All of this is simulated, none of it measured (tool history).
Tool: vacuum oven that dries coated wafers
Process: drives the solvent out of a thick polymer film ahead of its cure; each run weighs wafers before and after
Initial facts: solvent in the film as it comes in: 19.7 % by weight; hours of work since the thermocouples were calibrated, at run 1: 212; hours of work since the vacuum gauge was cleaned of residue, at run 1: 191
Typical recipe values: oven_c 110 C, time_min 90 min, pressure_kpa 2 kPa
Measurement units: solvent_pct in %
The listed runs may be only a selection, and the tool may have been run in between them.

run,hour,oven_c,time_min,pressure_kpa,hours of work since the thermocouples were calibrated,hours of work since the vacuum gauge was cleaned of residue,solvent_pct
1,0,110,90,2,212,191,3.36
2,12.8,110,90,2,220,199,3.33
3,27.3,123,90,2,229,209,1.23
4,42,123,90,2,239,218,1.28
5,57.2,123,90,2,249,228,1.27
6,80.3,123,90,2,264,243,1.34
7,92.3,110,78,2,272,251,3.95
8,103.3,110,78,2,279,258,3.87
9,113.7,110,90,6.47,286,265,6.84
10,123.8,110,70,2,293,272,4.43
11,134.5,110,90,2,300,279,3.39
12,153.7,110,90,2,312,292,3.46
13,164.3,110,90,1.93,319,298,3.3
14,174,110,90,1.93,326,305,3.28
15,188.3,110,90,1.65,335,314,3.18
16,211.2,110,90,1.65,350,329,3.15
17,231.1,110,118,1.65,363,342,2.4
18,245.1,110,90,2,372,352,3.37
19,257.3,110,90,2,380,359,3.4
20,270.6,110,90,2.86,389,368,4
21,282.5,110,90,2.86,397,376,4.04
22,293.8,106,90,1.58,404,383,4.35
23,317.5,106,90,1.58,420,399,4.21
24,335.7,114,150,2.7,432,411,2.29
25,347.3,116,90,2,440,419,2.05
26,366.7,116,101,7.62,452,431,5.77
27,387.4,113,62,2.38,466,445,4.14
28,401.2,113,143,2.38,475,454,2.12
29,411.6,120,67,6.74,482,461,4.73
30,427.9,120,67,6.74,492,471,4.73
31,442,123,64,3.02,502,481,2.13
32,459,110,106,2,513,492,2.82
33,480.4,110,106,2,527,506,2.9
34,491.2,105,90,2,534,513,5.07
35,509.3,110,72,1.1,546,525,3.5
36,532.5,99,132,5.28,561,540,9.04
37,551,112,91,5.28,573,552,5.33

Consider 5 possible next runs. They are alternatives, not a sequence: every one starts from the tool as it was left by run 37. What does each give?
A,569.6,110,90,1.04,585,564,?
B,569.6,118,145,1.64,585,564,?
C,569.6,110,50,1.27,585,564,?
D,569.6,103,64,6.32,585,564,?
E,569.6,105,91,7.64,585,564,?

run,solvent_pct
A,2.61
B,1.27
C,5.49
D,10.87
E,9.87
Had the tool no hidden state, the same runs would have come out as:
run,solvent_pct
A,2.64
B,1.15
C,5.65
D,11.04
E,10.02

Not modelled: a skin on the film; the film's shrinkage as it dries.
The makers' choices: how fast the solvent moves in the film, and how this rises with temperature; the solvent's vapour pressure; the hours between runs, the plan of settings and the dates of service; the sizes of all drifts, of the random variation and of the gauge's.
